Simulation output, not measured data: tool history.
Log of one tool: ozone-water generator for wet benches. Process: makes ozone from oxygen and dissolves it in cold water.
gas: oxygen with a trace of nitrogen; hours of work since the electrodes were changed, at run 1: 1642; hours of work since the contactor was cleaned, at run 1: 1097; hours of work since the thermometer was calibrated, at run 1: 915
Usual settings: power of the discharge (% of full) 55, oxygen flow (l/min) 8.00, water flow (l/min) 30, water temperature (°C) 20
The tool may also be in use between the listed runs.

run	hour	power of the discharge (% of full)	oxygen flow (l/min)	water flow (l/min)	water temperature (°C)	hours of work since the electrodes were changed	hours of work since the contactor was cleaned	hours of work since the thermometer was calibrated	dissolved ozone (ppm)	ozone in the gas ahead of the water (g/m3)
1	0.0	55	8.00	30	20	1642	1097	915	14.2	130.1
2	59.8	55	8.00	30	20	1701	1156	973	14.2	129.1
3	104.3	55	8.00	30	20	1745	1199	1017	13.9	128.3
4	142.4	55	8.00	30	20	1782	1237	1054	14.0	128.9
5	196.4	55	8.00	30	20	1835	1290	1107	13.9	127.0
6	246.3	55	8.00	30	20	1884	1339	1156	14.1	128.4
7	310.2	55	7.12	30	20	1946	1401	1219	13.6	134.5
8	373.3	55	8.00	30	20	2008	1463	1281	14.0	128.6
9	414.2	55	8.00	30	20	2048	1503	1321	13.9	131.1
10	478.9	55	8.00	30	20	2112	1567	1384	14.1	128.3
11	526.8	55	8.00	29	20	2159	1614	1431	14.3	128.7
12	561.4	55	8.00	29	20	2193	1648	1465	14.2	127.7
13	632.0	55	8.00	29	20	2262	1717	1534	14.2	127.3
14	666.2	55	8.00	29	20	2295	1750	1568	14.1	127.7
15	706.7	55	6.41	30	20	2335	1790	1608	13.2	141.1
16	737.8	55	6.41	30	20	2366	1821	1638	13.6	140.1
17	791.9	54	5.76	30	21	2419	1874	1691	12.5	144.2
18	843.9	54	5.76	30	21	2470	1925	1742	12.6	143.6
19	905.7	55	8.00	21	17	2530	1985	1803	18.3	128.1
20	956.7	61	13.80	30	20	2580	2035	1853	15.5	111.8
21	986.2	61	13.80	30	23	2609	2064	1882	14.2	111.0
22	1037.7	61	7.60	30	14	2660	2115	1932	16.0	140.6
23	1076.0	61	6.04	30	14	2697	2152	1970	15.2	153.7
# hour 1085.5: contactor cleaned
24	1130.2	65	4.72	19	24	2746	44	2019	18.8	179.8
25	1162.6	65	4.72	19	24	2778	76	2051	19.1	178.8
26	1216.3	66	4.72	19	19	2831	128	2103	20.2	180.9
# hour 1241.3: contactor cleaned, once more
27	1266.3	66	4.72	19	19	2876	25	2148	21.0	181.4
28	1302.4	69	11.51	37	15	2911	60	2184	16.2	130.9
29	1353.6	55	5.24	30	22	2962	110	2234	12.5	149.9

The next listed run, before its measurement:
30	1408.7	70	12.56	19	26	3016	164	2288	?	?

{"run 30": {"dissolved ozone (ppm)": 19.3, "ozone in the gas ahead of the water (g/m3)": 125.8}}
Without the tool's hidden state the same run would have given dissolved ozone (ppm) 21.0, ozone in the gas ahead of the water (g/m3) 135.4.

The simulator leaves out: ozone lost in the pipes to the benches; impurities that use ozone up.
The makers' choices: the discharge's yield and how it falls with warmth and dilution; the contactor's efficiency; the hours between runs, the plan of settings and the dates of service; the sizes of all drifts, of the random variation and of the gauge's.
